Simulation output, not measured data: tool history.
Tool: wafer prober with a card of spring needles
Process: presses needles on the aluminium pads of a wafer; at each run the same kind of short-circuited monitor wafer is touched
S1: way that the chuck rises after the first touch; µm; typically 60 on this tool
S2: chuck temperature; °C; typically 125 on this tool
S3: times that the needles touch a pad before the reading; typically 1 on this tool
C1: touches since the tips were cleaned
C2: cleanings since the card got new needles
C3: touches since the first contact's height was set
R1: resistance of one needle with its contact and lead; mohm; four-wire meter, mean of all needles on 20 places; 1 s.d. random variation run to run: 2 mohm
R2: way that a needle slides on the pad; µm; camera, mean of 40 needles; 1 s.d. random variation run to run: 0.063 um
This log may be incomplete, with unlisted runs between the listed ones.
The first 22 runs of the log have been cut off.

| run | hour | S1 | S2 | S3 | C1 | C2 | C3 | R1 | R2 |
|---|---|---|---|---|---|---|---|---|---|
|  | 534.7 | tips cleaned on abrasive film |
|  | 554.6 | tips cleaned on abrasive film |
| 23 | 555.4 | 73 | 114 | 3 | 345 | 83 | 181005 | 216 | 17.26 |
|  | 568.7 | height of the first contact set anew |
|  | 574.4 | tips cleaned on abrasive film |
| 24 | 574.4 | 79 | 114 | 2 | 0 | 84 | 2370 | 213 | 19.45 |
|  | 593.8 | tips cleaned on abrasive film |
| 25 | 596 | 60 | 125 | 3 | 922 | 85 | 11445 | 220 | 14.68 |
| 26 | 610.9 | 60 | 125 | 3 | 7248 | 85 | 17771 | 227 | 14.64 |
|  | 613.7 | tips cleaned on abrasive film |
|  | 634.1 | tips cleaned on abrasive film |
| 27 | 644.4 | 51 | 40 | 2 | 4352 | 87 | 31823 | 227 | 12.55 |
|  | 654.4 | tips cleaned on abrasive film |
| 28 | 662 | 42 | 58 | 2 | 3218 | 88 | 39216 | 239 | 10.11 |
|  | 673.6 | tips cleaned on abrasive film |
| 29 | 678.5 | 42 | 65 | 1 | 2054 | 89 | 46151 | 243 | 10.2 |
|  | 693.1 | tips cleaned on abrasive film |
| 30 | 693.9 | 42 | 65 | 1 | 338 | 90 | 52624 | 225 | 10.09 |
|  | 713.5 | tips cleaned on abrasive film |
| 31 | 722.6 | 67 | 61 | 1 | 3844 | 91 | 64713 | 229 | 16.28 |
|  | 733.3 | tips cleaned on abrasive film |
| 32 | 740 | 61 | 34 | 2 | 2809 | 92 | 71991 | 211 | 14.78 |

Predict each of these 3 candidate next runs independently; none follows another, all start after run 32:
|  | 754 | tips cleaned on abrasive film |
| A | 772.5 | 45 | 125 | 1 | 7820 | 93 | 85696 | ? | ? |
|  | 754 | tips cleaned on abrasive film |
| B | 772.5 | 60 | 125 | 1 | 7820 | 93 | 85696 | ? | ? |
|  | 754 | tips cleaned on abrasive film |
| C | 772.5 | 54 | 39 | 2 | 7820 | 93 | 85696 | ? | ? |

| run | R1 | R2 |
|---|---|---|
| A | 288 | 10.81 |
| B | 256 | 14.48 |
| C | 231 | 13.03 |
Without the tool's hidden state the same runs would have given:
| run | R1 | R2 |
|---|---|---|
| A | 223 | 11.05 |
| B | 216 | 14.73 |
| C | 198 | 13.28 |

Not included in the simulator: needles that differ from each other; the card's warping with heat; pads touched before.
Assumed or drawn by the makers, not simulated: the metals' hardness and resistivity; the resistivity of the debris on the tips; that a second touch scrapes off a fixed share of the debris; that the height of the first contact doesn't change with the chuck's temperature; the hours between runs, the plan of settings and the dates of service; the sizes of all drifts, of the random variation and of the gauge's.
